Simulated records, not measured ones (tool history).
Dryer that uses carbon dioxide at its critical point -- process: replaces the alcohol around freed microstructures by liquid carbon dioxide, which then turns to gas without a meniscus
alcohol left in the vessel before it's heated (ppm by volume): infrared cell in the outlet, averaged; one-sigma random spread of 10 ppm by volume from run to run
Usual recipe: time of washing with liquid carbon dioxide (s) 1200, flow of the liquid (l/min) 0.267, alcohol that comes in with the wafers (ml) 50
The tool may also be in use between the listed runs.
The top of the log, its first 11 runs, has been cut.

run,hour,time of washing with liquid carbon dioxide (s),flow of the liquid (l/min),alcohol that comes in with the wafers (ml),alcohol left in the vessel before it's heated (ppm by volume)
12,104.5,1200,0.267,50,743
13,115.3,1200,0.267,50,711
14,121.4,1200,0.267,50,738
15,134.3,1200,0.267,50,706
16,144.5,1200,0.267,62,862
17,149.7,1200,0.267,62,921
18,157.8,1200,0.267,62,928
19,163.9,1200,0.267,62,894
20,176.4,1080,0.267,50,1136
21,183,1080,0.267,50,1113
22,189.8,1080,0.267,50,1117
23,199.7,1080,0.267,50,1128
24,212.6,1080,0.267,50,1102
25,222.5,840,0.258,22,1277
26,232.3,840,0.258,22,1267
27,240.5,1500,0.267,99,515
28,250.2,1500,0.267,76,409
29,256.8,840,0.271,50,2465
30,265.9,840,0.271,50,2477

What does the tool deliver on the next run?
31,277.9,1080,0.381,45,?

alcohol left in the vessel before it's heated (ppm by volume): 206
Take away the tool's hidden state, keep the run-to-run variation as it was, and the same run would have given alcohol left in the vessel before it's heated (ppm by volume) 128.
